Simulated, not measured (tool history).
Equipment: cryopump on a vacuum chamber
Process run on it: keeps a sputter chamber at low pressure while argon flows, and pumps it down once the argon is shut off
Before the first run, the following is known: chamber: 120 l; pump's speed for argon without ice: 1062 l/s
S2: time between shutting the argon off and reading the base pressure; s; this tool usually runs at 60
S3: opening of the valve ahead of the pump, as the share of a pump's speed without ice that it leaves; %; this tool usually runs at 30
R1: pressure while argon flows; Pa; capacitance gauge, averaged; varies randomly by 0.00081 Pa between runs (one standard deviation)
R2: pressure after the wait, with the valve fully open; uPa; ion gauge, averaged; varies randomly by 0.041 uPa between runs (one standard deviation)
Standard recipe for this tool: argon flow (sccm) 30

Run 1, hour 0: usual settings. Result: R1 0.1645 Pa, R2 3.95 uPa.
Run 2, hour 15.6: usual settings but S3 20 %. Result: R1 0.2449 Pa, R2 4.06 uPa.
Run 3, hour 36.8: usual settings but S3 26 %. Result: R1 0.19 Pa, R2 4.07 uPa.
Run 4, hour 61.5: usual settings but S3 26 %. Result: R1 0.1888 Pa, R2 3.96 uPa.
Run 5, hour 87.3: usual settings. Result: R1 0.1638 Pa, R2 4.08 uPa.
Run 6, hour 109.2: usual settings but S2 111 s. Result: R1 0.1654 Pa, R2 3.12 uPa.
Run 7, hour 122.1: usual settings but S2 111 s. Result: R1 0.1653 Pa, R2 3.12 uPa.
Run 8, hour 136.1: usual settings but argon flow (sccm) 59, S2 29 s, S3 28 %. Result: R1 0.3484 Pa, R2 6.27 uPa.
Run 9, hour 150.2: usual settings but argon flow (sccm) 59, S2 29 s, S3 28 %. Result: R1 0.3464 Pa, R2 6.39 uPa.
Run 10, hour 166: usual settings but argon flow (sccm) 58, S2 128 s, S3 25 %. Result: R1 0.3836 Pa, R2 3.02 uPa.
Run 11, hour 178.5: usual settings but argon flow (sccm) 47, S2 29 s, S3 22 %. Result: R1 0.3507 Pa, R2 6.62 uPa.
Run 12, hour 204.1: usual settings but argon flow (sccm) 13, S2 29 s. Result: R1 0.0727 Pa, R2 6.49 uPa.
Run 13, hour 217.3: usual settings but argon flow (sccm) 51, S3 25 %. Result: R1 0.336 Pa, R2 4.17 uPa.
Run 14, hour 229: usual settings but argon flow (sccm) 36, S2 194 s, S3 21 %. Result: R1 0.2805 Pa, R2 2.75 uPa.

Here are 4 independent what-if runs from the current tool condition. What would each one return?
Run A, hour 247.6: usual settings but argon flow (sccm) 26, S2 194 s, S3 43 %. Result: R1 ?, R2 ?.
Run B, hour 247.6: usual settings but argon flow (sccm) 28, S2 46 s, S3 25 %. Result: R1 ?, R2 ?.
Run C, hour 247.6: usual settings but S2 27 s, S3 17 %. Result: R1 ?, R2 ?.
Run D, hour 247.6: usual settings but argon flow (sccm) 36, S2 194 s, S3 43 %. Result: R1 ?, R2 ?.

run      R1    R2
  A  0.1026  2.72
  B  0.1853  4.94
  C  0.2903  6.88
  D   0.143  2.77
With the hidden condition removed and each run's random variation left untouched, the same runs would have given:
run      R1    R2
  A  0.0963  0.92
  B  0.1786  3.08
  C   0.283  5.04
  D  0.1343  0.94
